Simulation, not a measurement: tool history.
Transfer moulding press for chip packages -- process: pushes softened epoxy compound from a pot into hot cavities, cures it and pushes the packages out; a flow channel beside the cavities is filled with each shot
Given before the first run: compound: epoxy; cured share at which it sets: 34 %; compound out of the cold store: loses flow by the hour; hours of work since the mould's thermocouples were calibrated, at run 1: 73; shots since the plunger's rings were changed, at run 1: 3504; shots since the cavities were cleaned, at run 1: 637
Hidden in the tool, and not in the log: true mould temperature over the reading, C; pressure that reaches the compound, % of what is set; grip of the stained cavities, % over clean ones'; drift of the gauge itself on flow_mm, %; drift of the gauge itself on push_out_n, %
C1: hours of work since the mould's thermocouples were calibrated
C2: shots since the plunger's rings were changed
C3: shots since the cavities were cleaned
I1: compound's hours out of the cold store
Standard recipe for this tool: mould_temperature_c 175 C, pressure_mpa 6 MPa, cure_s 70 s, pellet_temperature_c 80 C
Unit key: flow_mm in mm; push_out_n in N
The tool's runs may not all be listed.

run 1 day=0 | mould_temperature_c=175 pressure_mpa=6 cure_s=70 pellet_temperature_c=80 | C1=73 C2=3504 C3=637 | I1=8 | flow_mm=980 push_out_n=928
-- day=0.267 cavities cleaned with cleaning compound and waxed
run 2 day=0.346 | mould_temperature_c=175 pressure_mpa=6 cure_s=69 pellet_temperature_c=80 | C1=78 C2=3630 C3=36 | I1=19.3 | flow_mm=926 push_out_n=1160
run 3 day=0.567 | mould_temperature_c=175 pressure_mpa=6 cure_s=68 pellet_temperature_c=80 | C1=82 C2=3728 C3=134 | I1=25.1 | flow_mm=897 push_out_n=1094
run 4 day=0.979 | mould_temperature_c=175 pressure_mpa=6 cure_s=68 pellet_temperature_c=80 | C1=89 C2=3911 C3=317 | I1=38.6 | flow_mm=837 push_out_n=1026
run 5 day=1.442 | mould_temperature_c=175 pressure_mpa=6 cure_s=51 pellet_temperature_c=80 | C1=97 C2=4114 C3=520 | I1=40.2 | flow_mm=833 push_out_n=1983
-- day=1.671 cavities cleaned with cleaning compound and waxed, once more
run 6 day=1.858 | mould_temperature_c=175 pressure_mpa=6 cure_s=70 pellet_temperature_c=80 | C1=103 C2=4271 C3=83 | I1=39.8 | flow_mm=824 push_out_n=583
run 7 day=2.15 | mould_temperature_c=175 pressure_mpa=6 cure_s=70 pellet_temperature_c=80 | C1=108 C2=4401 C3=213 | I1=32.2 | flow_mm=862 push_out_n=704
run 8 day=2.438 | mould_temperature_c=175 pressure_mpa=6 cure_s=70 pellet_temperature_c=80 | C1=113 C2=4527 C3=339 | I1=37.8 | flow_mm=840 push_out_n=744
run 9 day=2.921 | mould_temperature_c=175 pressure_mpa=6 cure_s=70 pellet_temperature_c=80 | C1=122 C2=4742 C3=554 | I1=42.8 | flow_mm=811 push_out_n=808
run 10 day=3.233 | mould_temperature_c=175 pressure_mpa=6 cure_s=70 pellet_temperature_c=80 | C1=127 C2=4879 C3=691 | I1=25 | flow_mm=888 push_out_n=882
-- day=3.371 cavities cleaned with cleaning compound and waxed
run 11 day=3.5 | mould_temperature_c=175 pressure_mpa=6 cure_s=70 pellet_temperature_c=80 | C1=131 C2=4971 C3=59 | I1=43.7 | flow_mm=808 push_out_n=534
run 12 day=3.733 | mould_temperature_c=175 pressure_mpa=6 cure_s=70 pellet_temperature_c=80 | C1=135 C2=5073 C3=161 | I1=13.6 | flow_mm=937 push_out_n=688
run 13 day=4.025 | mould_temperature_c=175 pressure_mpa=6 cure_s=70 pellet_temperature_c=80 | C1=140 C2=5202 C3=290 | I1=28.6 | flow_mm=873 push_out_n=729
run 14 day=4.529 | mould_temperature_c=175 pressure_mpa=4.56 cure_s=70 pellet_temperature_c=80 | C1=149 C2=5426 C3=514 | I1=23.1 | flow_mm=777 push_out_n=834
run 15 day=4.921 | mould_temperature_c=182 pressure_mpa=4.93 cure_s=60 pellet_temperature_c=74 | C1=156 C2=5598 C3=686 | I1=27.1 | flow_mm=767 push_out_n=849
-- day=5.058 plunger's sealing rings changed
-- day=5.188 cavities cleaned with cleaning compound and waxed
run 16 day=5.512 | mould_temperature_c=171 pressure_mpa=4.67 cure_s=94 pellet_temperature_c=86 | C1=163 C2=172 C3=143 | I1=16.3 | flow_mm=876 push_out_n=551
run 17 day=5.825 | mould_temperature_c=174 pressure_mpa=6.52 cure_s=53 pellet_temperature_c=80 | C1=169 C2=310 C3=281 | I1=24.5 | flow_mm=985 push_out_n=1511
run 18 day=6.179 | mould_temperature_c=174 pressure_mpa=4.58 cure_s=53 pellet_temperature_c=80 | C1=175 C2=468 C3=439 | I1=34.7 | flow_mm=786 push_out_n=1619
run 19 day=6.662 | mould_temperature_c=178 pressure_mpa=5.11 cure_s=94 pellet_temperature_c=75 | C1=183 C2=682 C3=653 | I1=36 | flow_mm=804 push_out_n=706
-- day=6.892 cavities cleaned with cleaning compound and waxed
run 20 day=7.058 | mould_temperature_c=175 pressure_mpa=7.32 cure_s=62 pellet_temperature_c=80 | C1=189 C2=829 C3=74 | I1=29.1 | flow_mm=1009 push_out_n=718
run 21 day=7.379 | mould_temperature_c=175 pressure_mpa=7.32 cure_s=62 pellet_temperature_c=80 | C1=195 C2=970 C3=215 | I1=41.5 | flow_mm=951 push_out_n=840
run 22 day=7.812 | mould_temperature_c=175 pressure_mpa=5.42 cure_s=88 pellet_temperature_c=80 | C1=202 C2=1163 C3=408 | I1=16.4 | flow_mm=923 push_out_n=698
run 23 day=8.142 | mould_temperature_c=175 pressure_mpa=5.42 cure_s=88 pellet_temperature_c=80 | C1=208 C2=1309 C3=554 | I1=32.7 | flow_mm=849 push_out_n=732
run 24 day=8.5 | mould_temperature_c=175 pressure_mpa=5.42 cure_s=88 pellet_temperature_c=80 | C1=215 C2=1468 C3=713 | I1=14.9 | flow_mm=931 push_out_n=746
-- day=8.588 cavities cleaned with cleaning compound and waxed
run 25 day=8.921 | mould_temperature_c=175 pressure_mpa=5.42 cure_s=88 pellet_temperature_c=80 | C1=221 C2=1626 C3=147 | I1=28.4 | flow_mm=860 push_out_n=519
run 26 day=9.167 | mould_temperature_c=175 pressure_mpa=4.89 cure_s=70 pellet_temperature_c=72 | C1=225 C2=1734 C3=255 | I1=14.8 | flow_mm=878 push_out_n=773
run 27 day=9.492 | mould_temperature_c=167 pressure_mpa=4.81 cure_s=70 pellet_temperature_c=78 | C1=231 C2=1878 C3=399 | I1=46.5 | flow_mm=772 push_out_n=1284

Here are 4 independent what-if runs from the current tool condition. What would each one return?
run A day=9.708 | mould_temperature_c=167 pressure_mpa=4.81 cure_s=93 pellet_temperature_c=81 | C1=235 C2=1975 C3=496 | I1=24 | flow_mm=? push_out_n=?
run B day=9.708 | mould_temperature_c=167 pressure_mpa=5.53 cure_s=51 pellet_temperature_c=77 | C1=235 C2=1975 C3=496 | I1=37.2 | flow_mm=? push_out_n=?
run C day=9.708 | mould_temperature_c=167 pressure_mpa=5.33 cure_s=69 pellet_temperature_c=78 | C1=235 C2=1975 C3=496 | I1=26.4 | flow_mm=? push_out_n=?
run D day=9.708 | mould_temperature_c=175 pressure_mpa=5.95 cure_s=85 pellet_temperature_c=81 | C1=235 C2=1975 C3=496 | I1=13 | flow_mm=? push_out_n=?

run=A flow_mm=861 push_out_n=807
run=B flow_mm=869 push_out_n=2602
run=C flow_mm=902 push_out_n=1465
run=D flow_mm=970 push_out_n=702
What these runs would have given with no unlogged condition in the tool:
run=A flow_mm=885 push_out_n=471
run=B flow_mm=892 push_out_n=1513
run=C flow_mm=927 push_out_n=876
run=D flow_mm=996 push_out_n=399
